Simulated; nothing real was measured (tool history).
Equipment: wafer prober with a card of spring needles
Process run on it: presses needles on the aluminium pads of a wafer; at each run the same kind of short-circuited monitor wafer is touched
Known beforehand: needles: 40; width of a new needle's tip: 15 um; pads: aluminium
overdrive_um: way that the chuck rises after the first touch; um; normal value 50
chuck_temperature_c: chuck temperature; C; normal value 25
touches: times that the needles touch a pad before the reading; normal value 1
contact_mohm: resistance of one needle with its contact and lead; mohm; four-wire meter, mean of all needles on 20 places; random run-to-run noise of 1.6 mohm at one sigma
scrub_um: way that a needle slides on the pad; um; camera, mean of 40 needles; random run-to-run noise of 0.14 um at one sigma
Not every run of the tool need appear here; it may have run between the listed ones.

run 1 hour=0.0 | overdrive_um=50 chuck_temperature_c=25 touches=1 | contact_mohm=190 scrub_um=11.65
-- hour=1.1 tips cleaned on abrasive film
-- hour=6.5 tips cleaned on abrasive film
-- hour=11.6 tips cleaned on abrasive film
-- hour=16.5 tips cleaned on abrasive film
run 2 hour=17.1 | overdrive_um=50 chuck_temperature_c=25 touches=1 | contact_mohm=167 scrub_um=11.78
-- hour=21.4 tips cleaned on abrasive film
run 3 hour=25.4 | overdrive_um=50 chuck_temperature_c=25 touches=1 | contact_mohm=191 scrub_um=11.84
-- hour=26.5 tips cleaned on abrasive film
-- hour=31.7 tips cleaned on abrasive film
-- hour=36.3 tips cleaned on abrasive film
run 4 hour=36.3 | overdrive_um=50 chuck_temperature_c=25 touches=1 | contact_mohm=165 scrub_um=11.52
-- hour=41.6 tips cleaned on abrasive film
-- hour=46.5 tips cleaned on abrasive film
-- hour=51.5 tips cleaned on abrasive film
run 5 hour=51.5 | overdrive_um=50 chuck_temperature_c=25 touches=1 | contact_mohm=166 scrub_um=11.17
-- hour=56.6 tips cleaned on abrasive film
-- hour=61.8 tips cleaned on abrasive film
run 6 hour=63.3 | overdrive_um=50 chuck_temperature_c=25 touches=1 | contact_mohm=182 scrub_um=11.34
-- hour=66.6 tips cleaned on abrasive film
-- hour=70.8 tips cleaned on abrasive film
run 7 hour=71.6 | overdrive_um=59 chuck_temperature_c=118 touches=2 | contact_mohm=181 scrub_um=13.62
-- hour=75.6 tips cleaned on abrasive film
-- hour=80.5 tips cleaned on abrasive film
run 8 hour=81.2 | overdrive_um=36 chuck_temperature_c=118 touches=2 | contact_mohm=195 scrub_um=7.90
-- hour=85.3 tips cleaned on abrasive film
-- hour=89.7 tips cleaned on abrasive film
run 9 hour=89.7 | overdrive_um=69 chuck_temperature_c=94 touches=2 | contact_mohm=171 scrub_um=16.07
-- hour=94.7 tips cleaned on abrasive film
-- hour=99.9 tips cleaned on abrasive film
run 10 hour=102.3 | overdrive_um=69 chuck_temperature_c=94 touches=2 | contact_mohm=177 scrub_um=16.10
-- hour=105.1 tips cleaned on abrasive film
-- hour=109.4 tips cleaned on abrasive film
run 11 hour=111.3 | overdrive_um=34 chuck_temperature_c=62 touches=1 | contact_mohm=224 scrub_um=7.15
-- hour=114.5 tips cleaned on abrasive film
-- hour=119.9 tips cleaned on abrasive film
-- hour=124.6 tips cleaned on abrasive film
run 12 hour=124.6 | overdrive_um=33 chuck_temperature_c=62 touches=1 | contact_mohm=184 scrub_um=7.02

Here are 4 independent what-if runs from the current tool condition. What would each one return?
-- hour=129.7 tips cleaned on abrasive film
-- hour=134.9 tips cleaned on abrasive film
run A hour=135.9 | overdrive_um=57 chuck_temperature_c=39 touches=2 | contact_mohm=? scrub_um=?
-- hour=129.7 tips cleaned on abrasive film
-- hour=134.9 tips cleaned on abrasive film
run B hour=135.9 | overdrive_um=44 chuck_temperature_c=37 touches=1 | contact_mohm=? scrub_um=?
-- hour=129.7 tips cleaned on abrasive film
-- hour=134.9 tips cleaned on abrasive film
run C hour=135.9 | overdrive_um=33 chuck_temperature_c=62 touches=1 | contact_mohm=? scrub_um=?
-- hour=129.7 tips cleaned on abrasive film
-- hour=134.9 tips cleaned on abrasive film
run D hour=135.9 | overdrive_um=33 chuck_temperature_c=26 touches=2 | contact_mohm=? scrub_um=?

run=A contact_mohm=173 scrub_um=12.83
run=B contact_mohm=184 scrub_um=9.99
run=C contact_mohm=206 scrub_um=7.20
run=D contact_mohm=184 scrub_um=6.96
With no hidden state in the tool, these same runs would have given:
run=A contact_mohm=165 scrub_um=13.67
run=B contact_mohm=165 scrub_um=10.86
run=C contact_mohm=174 scrub_um=8.04
run=D contact_mohm=163 scrub_um=7.79

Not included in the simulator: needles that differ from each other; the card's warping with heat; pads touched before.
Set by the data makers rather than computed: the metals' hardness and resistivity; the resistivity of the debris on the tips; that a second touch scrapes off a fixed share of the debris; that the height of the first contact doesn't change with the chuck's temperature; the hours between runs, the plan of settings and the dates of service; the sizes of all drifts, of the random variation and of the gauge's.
